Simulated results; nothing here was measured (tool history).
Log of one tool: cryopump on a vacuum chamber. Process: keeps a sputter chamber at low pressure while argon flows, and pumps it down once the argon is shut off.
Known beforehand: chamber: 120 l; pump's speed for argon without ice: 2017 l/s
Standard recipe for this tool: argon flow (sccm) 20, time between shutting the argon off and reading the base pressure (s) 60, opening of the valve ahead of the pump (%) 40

run	hour	argon flow (sccm)	time between shutting the argon off and reading the base pressure (s)	opening of the valve ahead of the pump (%)	pressure while argon flows (Pa)	pressure after the wait (uPa)
1	0	20	60	40	0.0429	0.71
2	50.5	20	60	40	0.0432	0.68
3	104.7	9	60	40	0.0201	0.69
4	157.7	9	60	40	0.02	0.75
5	210.3	9	230	40	0.0194	0.4
6	264.7	20	151	40	0.0442	0.48
7	304.2	8	151	40	0.0176	0.5
8	354.7	8	151	40	0.0168	0.54
9	434.4	20	60	40	0.0434	0.84
10	483.2	25	60	18	0.119	0.83
11	547	26	117	54	0.0449	0.61
12	582.4	26	117	54	0.0433	0.63
13	634.6	32	56	40	0.0709	0.92
14	703.6	32	56	40	0.0706	0.93
# hour 734.1: pump warmed up, emptied and cooled again
15	757.2	33	68	40	0.0701	0.83
16	817	20	92	21	0.0806	0.75
17	886.6	20	92	21	0.0815	0.74
18	930.4	22	66	37	0.051	0.83

Predict each of these 3 candidate next runs independently; none follows another, all start after run 18:
A	997.8	9	22	20	?	?
B	997.8	9	66	37	?	?
C	997.8	13	201	40	?	?

run	pressure while argon flows (Pa)	pressure after the wait (uPa)
A	0.0378	1.81
B	0.0202	0.92
C	0.027	0.61
Without the tool's unlogged condition, the same runs would have read:
run	pressure while argon flows (Pa)	pressure after the wait (uPa)
A	0.0373	1.51
B	0.0197	0.61
C	0.0263	0.32
